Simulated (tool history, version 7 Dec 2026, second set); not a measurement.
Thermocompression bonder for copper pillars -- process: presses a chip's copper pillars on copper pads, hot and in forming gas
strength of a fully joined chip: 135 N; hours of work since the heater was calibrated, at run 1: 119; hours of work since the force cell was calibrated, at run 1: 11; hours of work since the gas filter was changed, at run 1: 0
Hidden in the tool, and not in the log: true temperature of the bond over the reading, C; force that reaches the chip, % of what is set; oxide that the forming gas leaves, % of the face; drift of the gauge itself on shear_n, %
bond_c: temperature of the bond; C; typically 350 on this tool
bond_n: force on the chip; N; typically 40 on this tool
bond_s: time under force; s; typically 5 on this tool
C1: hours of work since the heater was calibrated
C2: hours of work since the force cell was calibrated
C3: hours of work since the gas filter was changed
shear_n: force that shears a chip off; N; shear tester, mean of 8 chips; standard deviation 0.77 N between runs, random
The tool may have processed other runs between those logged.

{"run": 1, "day": 0.0, "bond_c": 350, "bond_n": 40, "bond_s": 5, "C1": 119, "C2": 11, "C3": 0, "shear_n": 57.8}
{"run": 2, "day": 0.504, "bond_c": 350, "bond_n": 40, "bond_s": 5, "C1": 127, "C2": 18, "C3": 8, "shear_n": 58.5}
{"run": 3, "day": 1.308, "bond_c": 350, "bond_n": 40, "bond_s": 5, "C1": 140, "C2": 31, "C3": 20, "shear_n": 59.4}
{"run": 4, "day": 2.108, "bond_c": 350, "bond_n": 36, "bond_s": 5, "C1": 152, "C2": 44, "C3": 33, "shear_n": 54.7}
{"run": 5, "day": 2.946, "bond_c": 350, "bond_n": 24, "bond_s": 5, "C1": 165, "C2": 57, "C3": 46, "shear_n": 35.2}
{"run": 6, "day": 3.35, "bond_c": 350, "bond_n": 24, "bond_s": 5, "C1": 172, "C2": 63, "C3": 52, "shear_n": 35.8}
{"run": 7, "day": 4.096, "bond_c": 350, "bond_n": 40, "bond_s": 5, "C1": 183, "C2": 74, "C3": 64, "shear_n": 58.2}
{"run": 8, "day": 4.888, "bond_c": 345, "bond_n": 40, "bond_s": 5, "C1": 196, "C2": 87, "C3": 76, "shear_n": 51.8}
{"run": 9, "day": 5.45, "bond_c": 345, "bond_n": 40, "bond_s": 5, "C1": 204, "C2": 96, "C3": 85, "shear_n": 53.9}
{"run": 10, "day": 6.221, "bond_c": 345, "bond_n": 40, "bond_s": 5, "C1": 216, "C2": 108, "C3": 97, "shear_n": 54.5}
{"run": 11, "day": 6.921, "bond_c": 345, "bond_n": 40, "bond_s": 5, "C1": 227, "C2": 118, "C3": 108, "shear_n": 54.1}
{"run": 12, "day": 7.762, "bond_c": 345, "bond_n": 40, "bond_s": 5, "C1": 240, "C2": 132, "C3": 121, "shear_n": 52.4}
{"run": 13, "day": 8.288, "bond_c": 374, "bond_n": 40, "bond_s": 5, "C1": 249, "C2": 140, "C3": 129, "shear_n": 72.0}
{"day": 8.883, "done": "forming gas filter changed"}
{"run": 14, "day": 9.125, "bond_c": 374, "bond_n": 40, "bond_s": 5, "C1": 261, "C2": 152, "C3": 4, "shear_n": 73.0}
{"run": 15, "day": 9.654, "bond_c": 350, "bond_n": 40, "bond_s": 3, "C1": 270, "C2": 161, "C3": 12, "shear_n": 48.2}
{"run": 16, "day": 10.533, "bond_c": 350, "bond_n": 40, "bond_s": 3, "C1": 283, "C2": 174, "C3": 26, "shear_n": 46.0}
{"run": 17, "day": 10.929, "bond_c": 350, "bond_n": 40, "bond_s": 3, "C1": 289, "C2": 181, "C3": 32, "shear_n": 47.9}
{"run": 18, "day": 11.471, "bond_c": 350, "bond_n": 60, "bond_s": 3, "C1": 298, "C2": 189, "C3": 40, "shear_n": 66.4}
{"run": 19, "day": 11.938, "bond_c": 350, "bond_n": 60, "bond_s": 3, "C1": 305, "C2": 196, "C3": 48, "shear_n": 65.9}
{"day": 12.079, "done": "heater calibrated with a thermocouple chip"}
{"run": 20, "day": 12.729, "bond_c": 350, "bond_n": 60, "bond_s": 3, "C1": 10, "C2": 207, "C3": 59, "shear_n": 67.2}
{"run": 21, "day": 13.175, "bond_c": 350, "bond_n": 58, "bond_s": 4, "C1": 17, "C2": 214, "C3": 66, "shear_n": 68.1}
{"run": 22, "day": 13.621, "bond_c": 370, "bond_n": 40, "bond_s": 3, "C1": 24, "C2": 221, "C3": 72, "shear_n": 57.7}
{"run": 23, "day": 14.221, "bond_c": 370, "bond_n": 40, "bond_s": 3, "C1": 33, "C2": 230, "C3": 82, "shear_n": 55.9}
{"run": 24, "day": 14.962, "bond_c": 338, "bond_n": 45, "bond_s": 7, "C1": 45, "C2": 242, "C3": 93, "shear_n": 60.2}
{"run": 25, "day": 15.383, "bond_c": 338, "bond_n": 45, "bond_s": 7, "C1": 51, "C2": 249, "C3": 100, "shear_n": 61.1}
{"day": 16.142, "done": "heater calibrated with a thermocouple chip, once more"}
{"run": 26, "day": 16.142, "bond_c": 353, "bond_n": 40, "bond_s": 4, "C1": 0, "C2": 259, "C3": 110, "shear_n": 53.5}
{"run": 27, "day": 16.742, "bond_c": 353, "bond_n": 40, "bond_s": 4, "C1": 9, "C2": 268, "C3": 120, "shear_n": 53.5}
{"run": 28, "day": 17.154, "bond_c": 345, "bond_n": 37, "bond_s": 3, "C1": 16, "C2": 275, "C3": 126, "shear_n": 40.5}
{"run": 29, "day": 17.775, "bond_c": 345, "bond_n": 37, "bond_s": 3, "C1": 25, "C2": 285, "C3": 136, "shear_n": 40.3}
{"day": 17.908, "done": "forming gas filter changed"}
{"run": 30, "day": 18.175, "bond_c": 345, "bond_n": 37, "bond_s": 3, "C1": 31, "C2": 290, "C3": 4, "shear_n": 41.5}
{"run": 31, "day": 18.842, "bond_c": 371, "bond_n": 40, "bond_s": 7, "C1": 42, "C2": 301, "C3": 15, "shear_n": 80.5}
{"run": 32, "day": 19.638, "bond_c": 350, "bond_n": 34, "bond_s": 5, "C1": 54, "C2": 313, "C3": 27, "shear_n": 48.4}
{"run": 33, "day": 20.096, "bond_c": 375, "bond_n": 38, "bond_s": 5, "C1": 61, "C2": 320, "C3": 34, "shear_n": 71.4}
{"run": 34, "day": 20.904, "bond_c": 375, "bond_n": 27, "bond_s": 5, "C1": 74, "C2": 333, "C3": 47, "shear_n": 52.6}
{"run": 35, "day": 21.579, "bond_c": 350, "bond_n": 30, "bond_s": 3, "C1": 84, "C2": 343, "C3": 57, "shear_n": 34.8}
{"run": 36, "day": 22.429, "bond_c": 350, "bond_n": 40, "bond_s": 9, "C1": 98, "C2": 357, "C3": 70, "shear_n": 69.0}
{"run": 37, "day": 23.112, "bond_c": 327, "bond_n": 27, "bond_s": 3, "C1": 108, "C2": 367, "C3": 81, "shear_n": 22.8}
{"run": 38, "day": 23.908, "bond_c": 327, "bond_n": 27, "bond_s": 3, "C1": 121, "C2": 380, "C3": 93, "shear_n": 22.8}
{"run": 39, "day": 24.812, "bond_c": 327, "bond_n": 27, "bond_s": 3, "C1": 135, "C2": 394, "C3": 107, "shear_n": 22.4}

Forecast each of these 3 alternatives for the next run:
{"run": "A", "day": 25.475, "bond_c": 327, "bond_n": 54, "bond_s": 4, "C1": 145, "C2": 404, "C3": 118, "shear_n": "?"}
{"run": "B", "day": 25.475, "bond_c": 334, "bond_n": 36, "bond_s": 4, "C1": 145, "C2": 404, "C3": 118, "shear_n": "?"}
{"run": "C", "day": 25.475, "bond_c": 327, "bond_n": 27, "bond_s": 13, "C1": 145, "C2": 404, "C3": 118, "shear_n": "?"}

run=A shear_n=50.7
run=B shear_n=37.7
run=C shear_n=42.9
Had the tool no hidden state, the same runs would have come out as:
run=A shear_n=53.8
run=B shear_n=40.2
run=C shear_n=45.6
